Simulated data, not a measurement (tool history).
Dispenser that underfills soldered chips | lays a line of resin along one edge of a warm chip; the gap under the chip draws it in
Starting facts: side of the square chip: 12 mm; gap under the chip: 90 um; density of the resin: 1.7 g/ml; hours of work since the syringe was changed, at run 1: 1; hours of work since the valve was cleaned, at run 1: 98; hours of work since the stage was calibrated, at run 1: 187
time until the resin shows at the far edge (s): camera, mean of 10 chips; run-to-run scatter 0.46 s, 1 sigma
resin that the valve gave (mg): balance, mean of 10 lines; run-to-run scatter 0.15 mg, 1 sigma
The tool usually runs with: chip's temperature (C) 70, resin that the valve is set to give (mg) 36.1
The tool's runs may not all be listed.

run	hour	chip's temperature (C)	resin that the valve is set to give (mg)	hours of work since the syringe was changed	hours of work since the valve was cleaned	hours of work since the stage was calibrated	time until the resin shows at the far edge (s)	resin that the valve gave (mg)
1	0.0	70	36.1	1	98	187	40.3	33.21
2	4.6	70	36.1	5	101	191	51.8	32.85
# hour 8.4: dispensing valve cleaned and set on the balance
3	10.4	58	36.1	9	2	195	102.0	35.93
# hour 13.8: new syringe of resin
4	16.5	70	41.7	2	6	199	41.3	41.56
5	21.9	56	36.1	6	10	204	96.8	35.77
# hour 28.2: new syringe of resin
6	28.8	76	36.1	0	16	209	30.4	35.58
7	32.2	70	36.1	3	18	212	44.4	35.88
8	38.8	70	36.1	8	24	217	62.9	35.38
# hour 42.7: new syringe of resin
9	45.3	70	36.1	2	28	222	42.3	35.28
10	52.0	70	36.1	7	34	227	59.8	35.37
# hour 57.1: new syringe of resin
11	57.7	70	36.1	0	38	231	38.5	34.81
12	63.0	58	36.1	5	42	235	81.5	34.79
13	68.5	58	36.1	9	47	240	103.4	34.65
# hour 71.7: new syringe of resin
14	72.6	58	36.1	1	50	243	62.9	34.34
15	76.9	76	36.1	4	53	246	38.8	34.58
16	83.0	76	36.1	9	58	251	53.5	34.15
# hour 86.3: new syringe of resin
17	88.9	76	36.1	2	62	255	35.1	34.29
18	95.7	70	36.1	7	68	261	59.3	33.85
19	98.8	70	36.1	10	70	263	70.4	33.85
# hour 101.1: new syringe of resin
20	105.4	70	36.1	3	75	268	46.6	33.92
21	110.7	70	36.2	8	79	272	61.4	33.66
22	113.9	70	38.1	10	82	275	69.2	35.62

The next listed run, before its measurement:
# hour 115.5: new syringe of resin
23	117.2	63	44.5	1	84	277	?	?

{"run 23": {"time until the resin shows at the far edge (s)": 52.7, "resin that the valve gave (mg)": 41.45}}
Had the tool carried no hidden state, the very same run would have given time until the resin shows at the far edge (s) 44.9, resin that the valve gave (mg) 44.63.

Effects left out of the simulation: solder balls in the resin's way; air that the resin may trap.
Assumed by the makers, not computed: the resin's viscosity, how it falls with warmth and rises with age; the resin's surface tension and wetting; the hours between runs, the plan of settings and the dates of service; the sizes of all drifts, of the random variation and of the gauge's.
